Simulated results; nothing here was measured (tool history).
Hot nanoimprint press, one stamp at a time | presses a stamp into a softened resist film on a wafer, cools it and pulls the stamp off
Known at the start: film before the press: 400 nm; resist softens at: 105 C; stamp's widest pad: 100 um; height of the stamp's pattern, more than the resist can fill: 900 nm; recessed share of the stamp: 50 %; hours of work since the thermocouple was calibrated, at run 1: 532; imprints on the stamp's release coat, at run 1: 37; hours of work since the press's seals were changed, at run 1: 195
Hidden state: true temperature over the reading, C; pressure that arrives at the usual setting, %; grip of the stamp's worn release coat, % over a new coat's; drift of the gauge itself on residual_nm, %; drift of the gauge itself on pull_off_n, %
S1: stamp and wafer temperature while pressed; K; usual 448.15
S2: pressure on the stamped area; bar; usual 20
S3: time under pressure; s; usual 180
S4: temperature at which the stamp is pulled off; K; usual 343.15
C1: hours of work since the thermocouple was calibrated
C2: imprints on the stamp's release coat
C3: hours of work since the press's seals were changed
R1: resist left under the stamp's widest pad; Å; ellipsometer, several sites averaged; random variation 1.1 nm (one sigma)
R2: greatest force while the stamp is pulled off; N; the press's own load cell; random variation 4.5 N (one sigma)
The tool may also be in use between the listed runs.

Run 1, hour 0: usual settings; C1 532; C2 37; C3 195. Result: R1 1750 Å, R2 236 N.
Run 2, hour 8.3: usual settings but S4 340.15 K; C1 536; C2 66; C3 199. Result: R1 1772 Å, R2 252 N.
Run 3, hour 24: usual settings but S4 340.15 K; C1 543; C2 121; C3 206. Result: R1 1765 Å, R2 248 N.
Run 4, hour 34: usual settings but S4 340.15 K; C1 548; C2 156; C3 210. Result: R1 1761 Å, R2 247 N.
Run 5, hour 44.5: usual settings but S4 340.15 K; C1 552; C2 193; C3 215. Result: R1 1734 Å, R2 257 N.
Run 6, hour 56.9: usual settings but S4 340.15 K; C1 558; C2 236; C3 220. Result: R1 1750 Å, R2 257 N.
Run 7, hour 75.2: usual settings but S4 340.15 K; C1 566; C2 301; C3 229. Result: R1 1778 Å, R2 266 N.
Run 8, hour 90: usual settings but S4 340.15 K; C1 573; C2 353; C3 235. Result: R1 1771 Å, R2 272 N.
Run 9, hour 103.2: usual settings but S4 340.15 K; C1 579; C2 399; C3 241. Result: R1 1780 Å, R2 276 N.
Run 10, hour 119.3: usual settings but S4 340.15 K; C1 586; C2 455; C3 248. Result: R1 1772 Å, R2 274 N.
At hour 126.2: plate thermocouple calibrated.
Run 11, hour 138.1: usual settings but S4 340.15 K; C1 5; C2 511; C3 255. Result: R1 1880 Å, R2 291 N.
Run 12, hour 151.2: usual settings but S4 340.15 K; C1 11; C2 557; C3 261. Result: R1 1870 Å, R2 294 N.
Run 13, hour 160.2: usual settings but S3 328 s; C1 15; C2 588; C3 265. Result: R1 1487 Å, R2 274 N.
Run 14, hour 179.2: usual settings but S3 328 s; C1 24; C2 655; C3 274. Result: R1 1486 Å, R2 277 N.
Run 15, hour 193.6: usual settings but S3 109 s; C1 30; C2 705; C3 280. Result: R1 2254 Å, R2 292 N.
Run 16, hour 208.7: usual settings but S2 25.6 bar, S3 109 s; C1 37; C2 758; C3 287. Result: R1 2050 Å, R2 299 N.
At hour 220.4: plate thermocouple calibrated, once more.
Run 17, hour 230: usual settings but S1 453.15 K, S2 25.6 bar, S3 314 s, S4 347.15 K; C1 4; C2 822; C3 295. Result: R1 848 Å, R2 260 N.
Run 18, hour 241.5: usual settings but S1 453.15 K, S2 25.6 bar, S3 314 s, S4 346.15 K; C1 9; C2 863; C3 300. Result: R1 847 Å, R2 263 N.
Run 19, hour 260.8: usual settings but S1 453.15 K, S2 25.6 bar, S3 314 s, S4 346.15 K; C1 18; C2 930; C3 309. Result: R1 845 Å, R2 279 N.
Run 20, hour 273.4: usual settings but S2 14.4 bar, S3 307 s; C1 24; C2 975; C3 314. Result: R1 1465 Å, R2 300 N.
Run 21, hour 289.5: usual settings but S2 14.4 bar, S3 143 s; C1 31; C2 1031; C3 322. Result: R1 1990 Å, R2 305 N.
Run 22, hour 303.3: usual settings but S1 458.15 K, S2 17.6 bar, S3 349 s, S4 347.15 K; C1 37; C2 1079; C3 328. Result: R1 745 Å, R2 271 N.
Run 23, hour 321.9: usual settings but S1 458.15 K, S2 17.6 bar, S3 349 s, S4 347.15 K; C1 45; C2 1145; C3 336. Result: R1 744 Å, R2 290 N.

Forecast run 24:
Run 24, hour 334.3: usual settings but S1 458.15 K, S2 17.6 bar, S3 349 s, S4 347.15 K; C1 51; C2 1188; C3 342. Result: R1 ?, R2 ?.

{"run 24": {"R1": 760, "R2": 290}}
Without the tool's hidden state the same run would have given R1 742 Å, R2 203 N.
